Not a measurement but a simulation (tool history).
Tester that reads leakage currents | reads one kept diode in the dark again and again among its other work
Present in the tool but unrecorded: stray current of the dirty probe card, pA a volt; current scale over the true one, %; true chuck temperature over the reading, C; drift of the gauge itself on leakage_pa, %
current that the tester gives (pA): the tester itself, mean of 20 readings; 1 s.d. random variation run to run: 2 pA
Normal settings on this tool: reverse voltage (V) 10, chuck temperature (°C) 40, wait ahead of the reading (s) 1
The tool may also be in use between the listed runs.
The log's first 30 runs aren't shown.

run,day,reverse voltage (V),chuck temperature (°C),wait ahead of the reading (s),hours of work since the probe card was cleaned,hours of work since the tester was calibrated,hours of work since the chuck was calibrated,current that the tester gives (pA)
31,113.95,15.5,34,4.21,2650,966,1469,605.94
32,117.783,7.1,40,1,2721,1037,1540,641.74
33,121.479,5.7,22,1,2789,1105,1608,170.71
34,124.829,13.9,22,1,2851,1167,1670,264.45
35,127.996,3.3,42,1.3,2909,1225,1728,534.05
36,131.75,3.3,42,1.3,2978,1294,1797,535.2
37,134.712,5.6,46,1,3033,1349,1852,878.51
# day 135.367: probe card cleaned and baked
38,138.312,2.1,37,1.66,54,1413,1916,310.98
39,141.242,9.4,40,3.78,108,1467,1970,722.18
40,146.138,9.4,40,3.78,199,1557,2060,724.67

3 options for the next run, each taken on its own from the tool as it stands now. Forecast them:
# day 148.733: chuck's temperature calibrated
A,148.733,2,40,0.49,245,1604,0,?
# day 148.733: chuck's temperature calibrated
B,148.733,2.8,40,3.78,245,1604,0,?
# day 148.733: chuck's temperature calibrated
C,148.733,14,53,0.99,245,1604,0,?

run,current that the tester gives (pA)
A,346.39
B,397.87
C,1860.89
With the hidden condition removed and each run's random variation left untouched, the same runs would have given:
run,current that the tester gives (pA)
A,341.09
B,391.66
C,1831.87
